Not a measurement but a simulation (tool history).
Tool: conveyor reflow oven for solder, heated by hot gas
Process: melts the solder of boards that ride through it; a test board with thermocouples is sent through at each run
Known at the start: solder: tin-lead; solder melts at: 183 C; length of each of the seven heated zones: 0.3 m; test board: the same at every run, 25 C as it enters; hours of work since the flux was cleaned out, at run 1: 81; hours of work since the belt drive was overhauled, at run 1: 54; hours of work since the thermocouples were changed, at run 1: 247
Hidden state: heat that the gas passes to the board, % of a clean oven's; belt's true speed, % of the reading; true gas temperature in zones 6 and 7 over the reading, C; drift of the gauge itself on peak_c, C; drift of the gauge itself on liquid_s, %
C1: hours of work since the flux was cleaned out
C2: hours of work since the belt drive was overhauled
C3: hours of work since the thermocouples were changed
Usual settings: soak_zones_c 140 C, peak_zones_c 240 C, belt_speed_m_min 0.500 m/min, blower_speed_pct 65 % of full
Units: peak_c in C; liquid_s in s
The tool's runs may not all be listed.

{"run": 1, "hour": 0.0, "soak_zones_c": 140, "peak_zones_c": 240, "belt_speed_m_min": 0.5, "blower_speed_pct": 65, "C1": 81, "C2": 54, "C3": 247, "peak_c": 224.3, "liquid_s": 59.48}
{"run": 2, "hour": 20.3, "soak_zones_c": 140, "peak_zones_c": 240, "belt_speed_m_min": 0.5, "blower_speed_pct": 57, "C1": 91, "C2": 64, "C3": 258, "peak_c": 221.6, "liquid_s": 57.44}
{"run": 3, "hour": 50.5, "soak_zones_c": 140, "peak_zones_c": 254, "belt_speed_m_min": 0.5, "blower_speed_pct": 65, "C1": 107, "C2": 80, "C3": 273, "peak_c": 236.7, "liquid_s": 65.85}
{"run": 4, "hour": 79.9, "soak_zones_c": 140, "peak_zones_c": 254, "belt_speed_m_min": 0.5, "blower_speed_pct": 67, "C1": 122, "C2": 95, "C3": 288, "peak_c": 237.3, "liquid_s": 66.03}
{"run": 5, "hour": 115.7, "soak_zones_c": 140, "peak_zones_c": 254, "belt_speed_m_min": 0.503, "blower_speed_pct": 67, "C1": 140, "C2": 113, "C3": 307, "peak_c": 237.2, "liquid_s": 65.58}
{"run": 6, "hour": 151.5, "soak_zones_c": 140, "peak_zones_c": 254, "belt_speed_m_min": 0.503, "blower_speed_pct": 67, "C1": 159, "C2": 131, "C3": 325, "peak_c": 237.3, "liquid_s": 65.69}
{"run": 7, "hour": 176.8, "soak_zones_c": 140, "peak_zones_c": 240, "belt_speed_m_min": 0.5, "blower_speed_pct": 65, "C1": 172, "C2": 144, "C3": 338, "peak_c": 224.2, "liquid_s": 59.3}
{"run": 8, "hour": 210.3, "soak_zones_c": 131, "peak_zones_c": 240, "belt_speed_m_min": 0.5, "blower_speed_pct": 65, "C1": 189, "C2": 162, "C3": 355, "peak_c": 222.8, "liquid_s": 55.45}
{"run": 9, "hour": 242.0, "soak_zones_c": 131, "peak_zones_c": 240, "belt_speed_m_min": 0.5, "blower_speed_pct": 65, "C1": 205, "C2": 178, "C3": 372, "peak_c": 222.4, "liquid_s": 55.44}
{"run": 10, "hour": 274.2, "soak_zones_c": 131, "peak_zones_c": 240, "belt_speed_m_min": 0.593, "blower_speed_pct": 65, "C1": 222, "C2": 194, "C3": 388, "peak_c": 215.7, "liquid_s": 42.01}
{"run": 11, "hour": 314.6, "soak_zones_c": 131, "peak_zones_c": 240, "belt_speed_m_min": 0.593, "blower_speed_pct": 65, "C1": 243, "C2": 215, "C3": 409, "peak_c": 216.1, "liquid_s": 41.85}
{"run": 12, "hour": 357.8, "soak_zones_c": 140, "peak_zones_c": 240, "belt_speed_m_min": 0.5, "blower_speed_pct": 65, "C1": 265, "C2": 237, "C3": 431, "peak_c": 223.3, "liquid_s": 58.95}
{"run": 13, "hour": 377.8, "soak_zones_c": 140, "peak_zones_c": 240, "belt_speed_m_min": 0.5, "blower_speed_pct": 65, "C1": 275, "C2": 248, "C3": 441, "peak_c": 223.9, "liquid_s": 59.12}
{"run": 14, "hour": 411.0, "soak_zones_c": 150, "peak_zones_c": 240, "belt_speed_m_min": 0.5, "blower_speed_pct": 65, "C1": 292, "C2": 265, "C3": 459, "peak_c": 225.2, "liquid_s": 63.62}
{"hour": 423.9, "done": "flux residue cleaned out of gas plates and filters"}
{"run": 15, "hour": 445.1, "soak_zones_c": 150, "peak_zones_c": 240, "belt_speed_m_min": 0.5, "blower_speed_pct": 65, "C1": 11, "C2": 280, "C3": 473, "peak_c": 226.1, "liquid_s": 63.99}
{"run": 16, "hour": 483.9, "soak_zones_c": 150, "peak_zones_c": 240, "belt_speed_m_min": 0.5, "blower_speed_pct": 65, "C1": 31, "C2": 300, "C3": 493, "peak_c": 225.8, "liquid_s": 63.87}
{"run": 17, "hour": 520.9, "soak_zones_c": 143, "peak_zones_c": 240, "belt_speed_m_min": 0.5, "blower_speed_pct": 78, "C1": 50, "C2": 319, "C3": 512, "peak_c": 227.6, "liquid_s": 62.7}
{"hour": 528.7, "done": "belt drive overhauled, speed set with a stopwatch"}
{"run": 18, "hour": 548.5, "soak_zones_c": 128, "peak_zones_c": 240, "belt_speed_m_min": 0.582, "blower_speed_pct": 65, "C1": 62, "C2": 10, "C3": 525, "peak_c": 216.1, "liquid_s": 42.64}
{"run": 19, "hour": 575.8, "soak_zones_c": 134, "peak_zones_c": 251, "belt_speed_m_min": 0.412, "blower_speed_pct": 90, "C1": 76, "C2": 24, "C3": 539, "peak_c": 243.8, "liquid_s": 81.71}
{"run": 20, "hour": 597.9, "soak_zones_c": 134, "peak_zones_c": 251, "belt_speed_m_min": 0.412, "blower_speed_pct": 90, "C1": 87, "C2": 36, "C3": 550, "peak_c": 243.6, "liquid_s": 81.76}
{"run": 21, "hour": 623.9, "soak_zones_c": 134, "peak_zones_c": 251, "belt_speed_m_min": 0.412, "blower_speed_pct": 90, "C1": 101, "C2": 49, "C3": 563, "peak_c": 243.5, "liquid_s": 81.69}
{"run": 22, "hour": 647.3, "soak_zones_c": 155, "peak_zones_c": 239, "belt_speed_m_min": 0.451, "blower_speed_pct": 55, "C1": 113, "C2": 61, "C3": 575, "peak_c": 225.3, "liquid_s": 73.37}

Forecast run 23:
{"run": 23, "hour": 674.3, "soak_zones_c": 140, "peak_zones_c": 248, "belt_speed_m_min": 0.5, "blower_speed_pct": 65, "C1": 127, "C2": 75, "C3": 589, "peak_c": "?", "liquid_s": "?"}

{"run 23": {"peak_c": 231.0, "liquid_s": 63.3}}
Without the tool's hidden state the same run would have given peak_c 232.0 C, liquid_s 63.47 s.
